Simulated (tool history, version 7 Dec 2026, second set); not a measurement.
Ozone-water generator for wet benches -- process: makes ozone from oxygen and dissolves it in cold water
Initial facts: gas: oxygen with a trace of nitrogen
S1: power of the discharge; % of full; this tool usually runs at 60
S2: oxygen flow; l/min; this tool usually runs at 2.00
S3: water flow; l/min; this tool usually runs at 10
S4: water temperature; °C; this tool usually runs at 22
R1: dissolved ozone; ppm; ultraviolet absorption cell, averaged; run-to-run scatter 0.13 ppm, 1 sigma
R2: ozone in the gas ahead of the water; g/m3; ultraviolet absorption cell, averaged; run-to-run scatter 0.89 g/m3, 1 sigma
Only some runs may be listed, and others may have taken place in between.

run     day  S1    S2  S3  S4    R1     R2
  1   0.000  60  2.00  10  22  13.2  141.0
  2   1.762  60  2.00  10  22  13.1  142.0
  3   3.558  60  3.28  10  22  12.6  105.3
  4   4.492  60  2.00   9  22  14.2  141.6
  5   6.158  60  2.00   9  22  14.0  142.7
  6   7.188  60  2.00  10  28  12.0  141.4
  7   8.042  60  2.00  10  28  12.0  141.7
  8   9.162  60  2.00  10  28  11.8  141.7
  9  10.692  58  2.82  13  30   8.9  112.6
 10  12.404  62  2.00   7  22  17.0  144.8
     13.483  -- contactor cleaned
 11  14.367  91  2.73  12  30  12.3  141.8
 12  16.204  60  2.00  10  25  12.6  140.1
 13  17.538  79  2.00   9  15  18.0  160.2
 14  18.788  79  2.00   9  15  18.0  161.4
 15  19.946  80  2.06   8  14  20.3  157.8
 16  21.833  80  2.06   8  14  20.0  159.5

Alternative continuations, all from the tool just after run 16; predict every row:
  A  23.092  80  3.15   9  22   ?   ?
  B  23.092  80  2.06   8  25   ?   ?
  C  23.092  83  1.51   8  30   ?   ?

run    R1     R2
  A  15.7  124.3
  B  17.0  157.5
  C  16.5  195.3
Take away the tool's hidden state, keep each run's random variation, and the runs would have read:
run    R1     R2
  A  16.8  131.2
  B  18.1  166.3
  C  17.6  206.3

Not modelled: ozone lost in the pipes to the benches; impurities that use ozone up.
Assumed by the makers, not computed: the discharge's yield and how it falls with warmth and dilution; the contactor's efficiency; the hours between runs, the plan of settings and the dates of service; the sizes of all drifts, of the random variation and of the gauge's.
